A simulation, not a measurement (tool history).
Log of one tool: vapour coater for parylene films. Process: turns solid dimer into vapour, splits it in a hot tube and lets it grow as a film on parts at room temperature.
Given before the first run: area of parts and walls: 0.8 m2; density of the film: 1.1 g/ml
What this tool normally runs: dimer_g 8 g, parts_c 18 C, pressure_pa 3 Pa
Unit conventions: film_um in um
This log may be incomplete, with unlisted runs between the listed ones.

run   hour  dimer_g  parts_c  pressure_pa  film_um
  1      0        8       18            3      5.4
  2   49.4        5       18            3     3.35
  3   80.2        5       18            3     3.36
  4  115.5        5       18         3.37     3.27
  5  150.3        5       18         3.37     3.23
  6  202.6        5       18         3.37      3.3
     234.8  -- trap's valve overhauled
  7  243.2        5       18         3.37     3.23
  8  298.3        6       19         8.78     3.06
  9  338.7        8       10          5.8     6.45
 10  365.2        5       10          5.8     3.98
 11  409.1        4       11        11.06     2.67

Each row is a separate what-if for the run after 11, all from the same tool condition, not one after another. Results?
  A  460.1        6       29        11.06        ?
  B  460.1        8       11            3        ?
  C  460.1        4       18         4.64        ?
  D  460.1        6       11         3.61        ?

run  film_um
  A     1.89
  B     7.16
  C     2.44
  D     5.15
With the hidden condition removed and each run's random variation left untouched, the same runs would have given:
run  film_um
  A      1.9
  B     7.18
  C     2.44
  D     5.16
